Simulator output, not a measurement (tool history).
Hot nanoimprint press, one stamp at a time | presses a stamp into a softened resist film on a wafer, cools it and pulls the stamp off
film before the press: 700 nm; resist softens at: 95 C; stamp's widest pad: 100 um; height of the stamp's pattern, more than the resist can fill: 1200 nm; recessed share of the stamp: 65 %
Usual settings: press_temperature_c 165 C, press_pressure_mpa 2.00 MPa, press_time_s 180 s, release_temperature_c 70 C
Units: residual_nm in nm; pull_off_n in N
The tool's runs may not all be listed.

Run 1, hour 0.0: usual settings. Result: residual_nm 401.2 nm, pull_off_n 192 N.
Run 2, hour 29.9: usual settings. Result: residual_nm 401.4 nm, pull_off_n 190 N.
At hour 69.5: stamp cleaned and given a new release coat.
Run 3, hour 104.3: usual settings but release_temperature_c 63 C. Result: residual_nm 398.1 nm, pull_off_n 207 N.
Run 4, hour 148.8: usual settings but release_temperature_c 63 C. Result: residual_nm 399.9 nm, pull_off_n 207 N.
Run 5, hour 191.0: usual settings but release_temperature_c 63 C. Result: residual_nm 398.1 nm, pull_off_n 220 N.
Run 6, hour 250.0: usual settings but release_temperature_c 69 C. Result: residual_nm 397.4 nm, pull_off_n 191 N.
At hour 280.4: stamp cleaned and given a new release coat.
Run 7, hour 285.1: usual settings. Result: residual_nm 399.3 nm, pull_off_n 176 N.
Run 8, hour 352.2: usual settings but press_pressure_mpa 1.78 MPa. Result: residual_nm 416.7 nm, pull_off_n 176 N.
At hour 390.4: plate thermocouple calibrated.
Run 9, hour 398.6: usual settings. Result: residual_nm 412.4 nm, pull_off_n 187 N.
Run 10, hour 439.7: usual settings. Result: residual_nm 413.1 nm, pull_off_n 193 N.
At hour 496.2: stamp cleaned and given a new release coat.
Run 11, hour 501.4: usual settings. Result: residual_nm 408.9 nm, pull_off_n 183 N.
Run 12, hour 551.9: usual settings but press_temperature_c 157 C. Result: residual_nm 525.4 nm, pull_off_n 189 N.
Run 13, hour 593.7: usual settings but press_temperature_c 157 C. Result: residual_nm 523.9 nm, pull_off_n 191 N.
Run 14, hour 629.7: usual settings but press_time_s 109 s. Result: residual_nm 474.3 nm, pull_off_n 191 N.
Run 15, hour 691.1: usual settings but press_time_s 109 s. Result: residual_nm 475.4 nm, pull_off_n 198 N.
At hour 704.9: stamp cleaned and given a new release coat.
Run 16, hour 757.1: usual settings but press_pressure_mpa 2.36 MPa, press_time_s 140 s, release_temperature_c 69 C. Result: residual_nm 418.0 nm, pull_off_n 186 N.
Run 17, hour 789.5: usual settings but press_pressure_mpa 2.36 MPa, press_time_s 123 s, release_temperature_c 69 C. Result: residual_nm 432.7 nm, pull_off_n 192 N.
Run 18, hour 836.3: usual settings but press_time_s 253 s. Result: residual_nm 365.9 nm, pull_off_n 192 N.
Run 19, hour 866.1: usual settings but press_time_s 156 s. Result: residual_nm 426.6 nm, pull_off_n 188 N.
At hour 914.8: stamp cleaned and given a new release coat.
Run 20, hour 914.8: usual settings but press_time_s 95 s, release_temperature_c 56 C. Result: residual_nm 485.9 nm, pull_off_n 233 N.
Run 21, hour 974.6: usual settings but press_pressure_mpa 1.66 MPa, press_time_s 95 s, release_temperature_c 61 C. Result: residual_nm 516.4 nm, pull_off_n 222 N.
Run 22, hour 1038.1: usual settings but press_time_s 258 s. Result: residual_nm 360.6 nm, pull_off_n 186 N.
Run 23, hour 1089.7: usual settings but press_time_s 258 s. Result: residual_nm 360.4 nm, pull_off_n 185 N.
At hour 1124.0: stamp cleaned and given a new release coat.
Run 24, hour 1162.2: usual settings but press_pressure_mpa 1.25 MPa, press_time_s 289 s. Result: residual_nm 415.9 nm, pull_off_n 184 N.
Run 25, hour 1211.2: usual settings but press_time_s 309 s, release_temperature_c 67 C. Result: residual_nm 336.6 nm, pull_off_n 193 N.
Run 26, hour 1246.2: usual settings but press_pressure_mpa 2.86 MPa, press_time_s 253 s. Result: residual_nm 313.3 nm, pull_off_n 187 N.
Run 27, hour 1290.2: usual settings but press_temperature_c 159 C, press_pressure_mpa 2.80 MPa, press_time_s 102 s, release_temperature_c 73 C. Result: residual_nm 510.7 nm, pull_off_n 176 N.
Run 28, hour 1321.7: usual settings but press_temperature_c 159 C, press_pressure_mpa 2.80 MPa, press_time_s 191 s, release_temperature_c 75 C. Result: residual_nm 433.9 nm, pull_off_n 170 N.
At hour 1333.0: stamp cleaned and given a new release coat.
Run 29, hour 1384.5: usual settings but press_temperature_c 159 C, press_pressure_mpa 2.80 MPa, press_time_s 191 s, release_temperature_c 78 C. Result: residual_nm 434.9 nm, pull_off_n 152 N.

5 ways to go on from here, each from the tool as it stands after run 29. What would each give?
Run A, hour 1438.3: usual settings but press_temperature_c 159 C, press_pressure_mpa 2.80 MPa, press_time_s 117 s, release_temperature_c 78 C. Result: residual_nm ?, pull_off_n ?.
Run B, hour 1438.3: usual settings but press_temperature_c 171 C, press_pressure_mpa 2.45 MPa, release_temperature_c 64 C. Result: residual_nm ?, pull_off_n ?.
Run C, hour 1438.3: usual settings but press_temperature_c 159 C, press_pressure_mpa 3.12 MPa, press_time_s 191 s, release_temperature_c 78 C. Result: residual_nm ?, pull_off_n ?.
Run D, hour 1438.3: usual settings but press_time_s 104 s. Result: residual_nm ?, pull_off_n ?.
Run E, hour 1438.3: usual settings but press_temperature_c 159 C, press_pressure_mpa 2.46 MPa, press_time_s 161 s, release_temperature_c 67 C. Result: residual_nm ?, pull_off_n ?.

run  residual_nm  pull_off_n
  A        491.6         150
  B        298.9         212
  C        416.4         149
  D        474.3         178
  E        472.8         194
Without the tool's hidden state the same runs would have given:
run  residual_nm  pull_off_n
  A        495.6         147
  B        301.9         206
  C        419.9         146
  D        479.4         174
  E        477.8         189
